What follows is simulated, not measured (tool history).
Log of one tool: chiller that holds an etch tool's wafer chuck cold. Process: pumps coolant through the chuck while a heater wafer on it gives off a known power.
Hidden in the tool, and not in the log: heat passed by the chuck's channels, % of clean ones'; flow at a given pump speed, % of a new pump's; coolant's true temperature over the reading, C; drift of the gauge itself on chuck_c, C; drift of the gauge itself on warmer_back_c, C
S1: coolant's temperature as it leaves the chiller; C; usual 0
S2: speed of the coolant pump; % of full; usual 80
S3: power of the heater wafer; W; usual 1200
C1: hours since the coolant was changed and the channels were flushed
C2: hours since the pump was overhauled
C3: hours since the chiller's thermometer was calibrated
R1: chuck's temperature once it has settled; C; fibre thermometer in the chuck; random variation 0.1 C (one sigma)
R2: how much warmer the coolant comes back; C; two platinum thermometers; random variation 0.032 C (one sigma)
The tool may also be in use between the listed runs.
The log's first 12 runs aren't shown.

run    hour  S1  S2    S3    C1    C2    C3    R1    R2
 13   593.1   0  80  1266  1465   928  3736  11.6  4.55
 14   639.7   0  80  1266  1512   974  3782  11.3  4.51
 15   677.0   0  80  1266  1549  1012  3820  11.2  4.50
 16   723.5   0  80  1200  1596  1058  3866  10.9  4.31
 17   786.7   6  71   811  1659  1121  3929  14.0  3.31
 18   842.6  -7  62  1240  1715  1177  3985   6.9  5.71
 19   873.0  -7  62  1240  1745  1208  4016   6.9  5.78
 20   905.0  -7  62  1240  1777  1240  4048   7.1  5.70
 21   960.0   0  82  1200  1832  1295  4103  10.4  4.12
 22   987.3   6  82  1781  1859  1322  4130  22.1  6.21
 23  1027.9   0  82  1200  1900  1362  4170  10.8  4.20
 24  1092.6  -1  79  1200  1965  1427  4235  10.1  4.35
 25  1133.4   2  80   615  2006  1468  4276   7.3  2.20
 26  1183.9   8  92   615  2056  1519  4327  12.6  1.91
 27  1230.1   8  92   615  2102  1565  4373  12.6  1.99
 28  1264.3  -6  88  1186  2136  1599  4407   3.8  3.90
 29  1309.8  -9  61   987  2182  1644  4452   2.1  4.73
 30  1362.1  -2  83   687  2234  1697  4505   3.9  2.39
 31  1415.1  10  70   913  2287  1750  4558  19.0  3.83

3 ways to go on from here, each from the tool as it stands after run 31. What would each give?
  A  1474.9  -3  80  1200  2347  1809  4617   ?   ?
  B  1474.9   6  67  1134  2347  1809  4617   ?   ?
  C  1474.9   2  80  1200  2347  1809  4617   ?   ?

run    R1    R2
  A   7.9  4.41
  B  17.9  4.86
  C  12.7  4.34
Without the tool's hidden state the same runs would have given:
run    R1    R2
  A   7.8  4.32
  B  17.7  4.76
  C  12.6  4.25
